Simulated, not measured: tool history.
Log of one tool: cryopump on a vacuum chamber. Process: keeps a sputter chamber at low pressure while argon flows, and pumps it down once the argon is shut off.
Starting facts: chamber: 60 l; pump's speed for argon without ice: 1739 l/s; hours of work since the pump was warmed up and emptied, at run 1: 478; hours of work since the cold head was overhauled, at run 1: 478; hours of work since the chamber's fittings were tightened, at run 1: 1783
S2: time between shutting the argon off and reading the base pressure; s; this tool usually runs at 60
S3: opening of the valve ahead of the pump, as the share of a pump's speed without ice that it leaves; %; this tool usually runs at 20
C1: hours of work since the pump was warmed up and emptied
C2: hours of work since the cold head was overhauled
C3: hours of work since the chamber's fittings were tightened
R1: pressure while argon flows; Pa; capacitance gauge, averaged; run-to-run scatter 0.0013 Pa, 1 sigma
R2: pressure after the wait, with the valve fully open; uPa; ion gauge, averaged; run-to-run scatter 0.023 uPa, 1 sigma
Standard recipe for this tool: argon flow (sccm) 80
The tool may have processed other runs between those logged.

{"run": 1, "hour": 0.0, "argon flow (sccm)": 80, "S2": 60, "S3": 20, "C1": 478, "C2": 478, "C3": 1783, "R1": 0.399, "R2": 1.26}
{"run": 2, "hour": 32.4, "argon flow (sccm)": 80, "S2": 60, "S3": 20, "C1": 502, "C2": 502, "C3": 1807, "R1": 0.4009, "R2": 1.29}
{"run": 3, "hour": 65.2, "argon flow (sccm)": 80, "S2": 60, "S3": 20, "C1": 526, "C2": 526, "C3": 1831, "R1": 0.4045, "R2": 1.31}
{"run": 4, "hour": 88.9, "argon flow (sccm)": 80, "S2": 60, "S3": 20, "C1": 543, "C2": 543, "C3": 1848, "R1": 0.4068, "R2": 1.34}
{"run": 5, "hour": 118.0, "argon flow (sccm)": 80, "S2": 60, "S3": 20, "C1": 565, "C2": 565, "C3": 1870, "R1": 0.4043, "R2": 1.35}
{"run": 6, "hour": 132.2, "argon flow (sccm)": 80, "S2": 60, "S3": 20, "C1": 575, "C2": 575, "C3": 1880, "R1": 0.4054, "R2": 1.34}
{"run": 7, "hour": 163.2, "argon flow (sccm)": 80, "S2": 60, "S3": 20, "C1": 598, "C2": 598, "C3": 1903, "R1": 0.4041, "R2": 1.33}
{"run": 8, "hour": 186.5, "argon flow (sccm)": 80, "S2": 60, "S3": 20, "C1": 615, "C2": 615, "C3": 1920, "R1": 0.4068, "R2": 1.36}
{"run": 9, "hour": 203.3, "argon flow (sccm)": 80, "S2": 60, "S3": 20, "C1": 627, "C2": 627, "C3": 1932, "R1": 0.4053, "R2": 1.4}
{"run": 10, "hour": 234.8, "argon flow (sccm)": 80, "S2": 45, "S3": 20, "C1": 650, "C2": 650, "C3": 1955, "R1": 0.4072, "R2": 1.59}
{"hour": 261.2, "done": "pump warmed up, emptied and cooled again"}
{"run": 11, "hour": 263.2, "argon flow (sccm)": 80, "S2": 60, "S3": 20, "C1": 1, "C2": 667, "C3": 1973, "R1": 0.3912, "R2": 1.23}
{"run": 12, "hour": 289.9, "argon flow (sccm)": 80, "S2": 60, "S3": 20, "C1": 21, "C2": 687, "C3": 1992, "R1": 0.3916, "R2": 1.25}
{"run": 13, "hour": 311.1, "argon flow (sccm)": 80, "S2": 60, "S3": 25, "C1": 37, "C2": 703, "C3": 2008, "R1": 0.3132, "R2": 1.24}
{"run": 14, "hour": 338.8, "argon flow (sccm)": 80, "S2": 60, "S3": 25, "C1": 57, "C2": 723, "C3": 2028, "R1": 0.3139, "R2": 1.3}
{"run": 15, "hour": 358.7, "argon flow (sccm)": 37, "S2": 23, "S3": 20, "C1": 72, "C2": 737, "C3": 2043, "R1": 0.1802, "R2": 2.21}
{"run": 16, "hour": 372.7, "argon flow (sccm)": 37, "S2": 23, "S3": 20, "C1": 82, "C2": 748, "C3": 2053, "R1": 0.181, "R2": 2.2}
{"run": 17, "hour": 393.3, "argon flow (sccm)": 145, "S2": 23, "S3": 53, "C1": 97, "C2": 763, "C3": 2068, "R1": 0.2701, "R2": 2.27}
{"run": 18, "hour": 414.3, "argon flow (sccm)": 145, "S2": 107, "S3": 34, "C1": 112, "C2": 778, "C3": 2083, "R1": 0.4253, "R2": 0.99}
{"run": 19, "hour": 442.7, "argon flow (sccm)": 137, "S2": 36, "S3": 41, "C1": 133, "C2": 799, "C3": 2104, "R1": 0.3294, "R2": 1.71}
{"run": 20, "hour": 468.1, "argon flow (sccm)": 64, "S2": 36, "S3": 20, "C1": 152, "C2": 818, "C3": 2123, "R1": 0.3158, "R2": 1.62}
{"run": 21, "hour": 498.0, "argon flow (sccm)": 64, "S2": 36, "S3": 20, "C1": 174, "C2": 840, "C3": 2145, "R1": 0.3153, "R2": 1.77}

Take each entry between the runs: how does the hidden state at the last listed run before it differ from the hidden state at the first listed run after it?
Run 10 -> run 11: pump warmed up, emptied and cooled again (hour 261.2)
  pump's speed, % of a pump's without ice: 81.6 -> 99.7; cold plate's temperature, K: 12.49 -> 12.5; leak into the chamber, uPa l/s: 1100 -> 1107
  measured less the result without the state, R1: +0.0186 -> +0.0010 Pa; R2: +0.60 -> +0.47 uPa
